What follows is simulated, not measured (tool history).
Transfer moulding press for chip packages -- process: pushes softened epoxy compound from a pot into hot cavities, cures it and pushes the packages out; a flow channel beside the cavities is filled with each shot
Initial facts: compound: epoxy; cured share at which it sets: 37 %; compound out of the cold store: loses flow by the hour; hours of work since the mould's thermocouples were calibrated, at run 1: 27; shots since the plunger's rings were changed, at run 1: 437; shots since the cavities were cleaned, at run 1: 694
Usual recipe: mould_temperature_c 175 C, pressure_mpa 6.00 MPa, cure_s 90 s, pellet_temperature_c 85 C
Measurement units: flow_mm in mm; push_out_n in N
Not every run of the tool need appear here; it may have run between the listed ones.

| run | hour | mould_temperature_c | pressure_mpa | cure_s | pellet_temperature_c | hours of work since the mould's thermocouples were calibrated | shots since the plunger's rings were changed | shots since the cavities were cleaned | incoming compound's hours out of the cold store | flow_mm | push_out_n |
|---|---|---|---|---|---|---|---|---|---|---|---|
| 1 | 0.0 | 175 | 6.00 | 90 | 85 | 27 | 437 | 694 | 33.8 | 755 | 235 |
|  | 4.3 | cavities cleaned with cleaning compound and waxed |
| 2 | 11.3 | 178 | 6.00 | 90 | 85 | 35 | 584 | 104 | 32.3 | 758 | 209 |
| 3 | 21.6 | 178 | 6.00 | 90 | 85 | 43 | 740 | 260 | 28.3 | 780 | 208 |
| 4 | 30.7 | 175 | 6.00 | 90 | 85 | 50 | 876 | 396 | 17.5 | 823 | 235 |
| 5 | 41.3 | 175 | 6.00 | 90 | 85 | 58 | 1035 | 555 | 42.2 | 746 | 236 |
|  | 54.6 | cavities cleaned with cleaning compound and waxed |
| 6 | 54.6 | 175 | 6.00 | 90 | 85 | 67 | 1212 | 0 | 9.9 | 851 | 236 |
| 7 | 64.7 | 175 | 6.00 | 90 | 85 | 75 | 1365 | 153 | 29.6 | 785 | 234 |
| 8 | 70.3 | 175 | 6.00 | 90 | 85 | 80 | 1448 | 236 | 39.9 | 750 | 232 |
| 9 | 82.1 | 175 | 6.00 | 87 | 85 | 89 | 1627 | 415 | 8.5 | 861 | 260 |
| 10 | 89.8 | 175 | 6.00 | 87 | 85 | 95 | 1742 | 530 | 47.8 | 716 | 234 |
| 11 | 101.7 | 175 | 6.00 | 87 | 85 | 104 | 1920 | 708 | 35.8 | 761 | 253 |
|  | 104.8 | cavities cleaned with cleaning compound and waxed |
| 12 | 113.4 | 175 | 6.00 | 87 | 85 | 113 | 2075 | 130 | 19.9 | 818 | 261 |
| 13 | 123.8 | 175 | 6.00 | 87 | 85 | 121 | 2231 | 286 | 21.6 | 809 | 252 |
| 14 | 130.9 | 175 | 6.00 | 90 | 85 | 126 | 2337 | 392 | 29.5 | 785 | 243 |
| 15 | 139.9 | 170 | 7.45 | 90 | 85 | 133 | 2473 | 528 | 41.6 | 849 | 301 |
| 16 | 149.6 | 170 | 7.45 | 90 | 85 | 141 | 2618 | 673 | 26.8 | 905 | 312 |
|  | 154.8 | cavities cleaned with cleaning compound and waxed |
| 17 | 159.8 | 170 | 7.45 | 90 | 85 | 148 | 2748 | 74 | 19.8 | 939 | 336 |
| 18 | 171.0 | 180 | 6.76 | 117 | 85 | 157 | 2917 | 243 | 14.0 | 872 | 183 |
| 19 | 178.5 | 174 | 5.05 | 80 | 91 | 163 | 3030 | 356 | 38.4 | 700 | 295 |
| 20 | 188.4 | 175 | 4.50 | 70 | 89 | 170 | 3178 | 504 | 20.0 | 700 | 388 |
| 21 | 193.7 | 175 | 5.08 | 125 | 89 | 174 | 3259 | 585 | 37.9 | 693 | 188 |
|  | 204.8 | cavities cleaned with cleaning compound and waxed |
| 22 | 207.0 | 175 | 6.00 | 78 | 85 | 184 | 3436 | 33 | 31.3 | 773 | 296 |
| 23 | 218.6 | 175 | 6.00 | 78 | 85 | 193 | 3610 | 207 | 32.0 | 773 | 298 |
| 24 | 224.6 | 173 | 5.19 | 93 | 76 | 198 | 3700 | 297 | 18.2 | 773 | 252 |
| 25 | 237.3 | 167 | 5.28 | 74 | 76 | 208 | 3890 | 487 | 37.9 | 733 | 595 |
| 26 | 248.1 | 175 | 6.00 | 76 | 85 | 216 | 4053 | 650 | 20.1 | 816 | 330 |
|  | 254.9 | cavities cleaned with cleaning compound and waxed |
| 27 | 262.3 | 182 | 6.00 | 81 | 85 | 226 | 4244 | 111 | 46.7 | 702 | 205 |
| 28 | 273.4 | 179 | 6.00 | 91 | 77 | 235 | 4411 | 278 | 41.7 | 729 | 205 |

Alternative continuations, all from the tool just after run 28; predict every row:
| A | 283.7 | 172 | 5.56 | 91 | 93 | 243 | 4565 | 432 | 13.9 | ? | ? |
| B | 283.7 | 171 | 6.73 | 91 | 80 | 243 | 4565 | 432 | 32.1 | ? | ? |
| C | 283.7 | 175 | 5.36 | 84 | 85 | 243 | 4565 | 432 | 12.3 | ? | ? |
| D | 283.7 | 179 | 6.00 | 91 | 78 | 243 | 4565 | 432 | 28.3 | ? | ? |

| run | flow_mm | push_out_n |
|---|---|---|
| A | 813 | 281 |
| B | 832 | 290 |
| C | 790 | 279 |
| D | 773 | 207 |
Stripped of hidden state, with their random variation kept, the same runs would have yielded:
| run | flow_mm | push_out_n |
|---|---|---|
| A | 813 | 279 |
| B | 832 | 288 |
| C | 790 | 277 |
| D | 773 | 205 |
